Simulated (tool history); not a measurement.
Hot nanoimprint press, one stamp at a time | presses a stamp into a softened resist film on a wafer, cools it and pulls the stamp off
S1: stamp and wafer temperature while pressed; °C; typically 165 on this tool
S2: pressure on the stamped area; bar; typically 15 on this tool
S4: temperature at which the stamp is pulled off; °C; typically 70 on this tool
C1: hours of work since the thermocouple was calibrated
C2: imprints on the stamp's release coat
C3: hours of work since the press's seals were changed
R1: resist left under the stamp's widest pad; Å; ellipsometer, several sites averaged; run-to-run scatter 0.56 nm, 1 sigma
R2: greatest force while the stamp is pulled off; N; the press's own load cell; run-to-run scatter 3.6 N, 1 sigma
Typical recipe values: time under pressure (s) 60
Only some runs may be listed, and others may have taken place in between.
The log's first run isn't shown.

{"run": 2, "hour": 21.3, "S1": 171, "S2": 15, "time under pressure (s)": 60, "S4": 70, "C1": 113, "C2": 750, "C3": 394, "R1": 1204, "R2": 210}
{"run": 3, "hour": 49.5, "S1": 153, "S2": 15, "time under pressure (s)": 60, "S4": 70, "C1": 127, "C2": 794, "C3": 408, "R1": 3032, "R2": 209}
{"run": 4, "hour": 69.9, "S1": 153, "S2": 15, "time under pressure (s)": 60, "S4": 70, "C1": 138, "C2": 826, "C3": 419, "R1": 3042, "R2": 216}
{"run": 5, "hour": 92.7, "S1": 153, "S2": 15, "time under pressure (s)": 60, "S4": 70, "C1": 149, "C2": 861, "C3": 430, "R1": 3041, "R2": 208}
{"run": 6, "hour": 135.0, "S1": 165, "S2": 15, "time under pressure (s)": 60, "S4": 70, "C1": 170, "C2": 927, "C3": 451, "R1": 1752, "R2": 217}
{"run": 7, "hour": 160.1, "S1": 165, "S2": 15, "time under pressure (s)": 60, "S4": 70, "C1": 183, "C2": 966, "C3": 464, "R1": 1750, "R2": 217}
{"run": 8, "hour": 197.0, "S1": 165, "S2": 14.1, "time under pressure (s)": 60, "S4": 70, "C1": 202, "C2": 1024, "C3": 483, "R1": 1782, "R2": 217}
{"run": 9, "hour": 238.7, "S1": 165, "S2": 14.1, "time under pressure (s)": 42, "S4": 70, "C1": 223, "C2": 1089, "C3": 504, "R1": 2000, "R2": 225}
{"run": 10, "hour": 281.4, "S1": 165, "S2": 14.1, "time under pressure (s)": 42, "S4": 70, "C1": 244, "C2": 1155, "C3": 525, "R1": 1988, "R2": 221}
{"run": 11, "hour": 320.8, "S1": 165, "S2": 15, "time under pressure (s)": 60, "S4": 70, "C1": 264, "C2": 1217, "C3": 545, "R1": 1717, "R2": 229}
{"run": 12, "hour": 349.5, "S1": 165, "S2": 15, "time under pressure (s)": 60, "S4": 70, "C1": 279, "C2": 1261, "C3": 560, "R1": 1707, "R2": 234}
{"hour": 391.0, "done": "plate thermocouple calibrated"}
{"run": 13, "hour": 391.2, "S1": 165, "S2": 18.7, "time under pressure (s)": 60, "S4": 70, "C1": 0, "C2": 1322, "C3": 579, "R1": 1735, "R2": 236}
{"run": 14, "hour": 426.5, "S1": 165, "S2": 18.7, "time under pressure (s)": 60, "S4": 70, "C1": 18, "C2": 1377, "C3": 597, "R1": 1725, "R2": 245}
{"run": 15, "hour": 459.0, "S1": 165, "S2": 15, "time under pressure (s)": 60, "S4": 59, "C1": 34, "C2": 1427, "C3": 613, "R1": 1864, "R2": 299}
{"run": 16, "hour": 481.4, "S1": 156, "S2": 10.9, "time under pressure (s)": 57, "S4": 69, "C1": 46, "C2": 1462, "C3": 625, "R1": 3041, "R2": 250}
{"run": 17, "hour": 515.7, "S1": 157, "S2": 17.2, "time under pressure (s)": 44, "S4": 57, "C1": 63, "C2": 1516, "C3": 642, "R1": 2853, "R2": 319}
{"run": 18, "hour": 548.1, "S1": 155, "S2": 12.1, "time under pressure (s)": 118, "S4": 64, "C1": 79, "C2": 1566, "C3": 658, "R1": 2736, "R2": 282}

Estimate the outcome of run 19 from the log above:
{"run": 19, "hour": 569.0, "S1": 168, "S2": 15, "time under pressure (s)": 60, "S4": 70, "C1": 90, "C2": 1599, "C3": 669, "R1": "?", "R2": "?"}

R1: 1542 Å
R2: 260 N
Take away the tool's hidden state, keep the run-to-run variation as it was, and the same run would have given R1 1500 Å, R2 195 N.
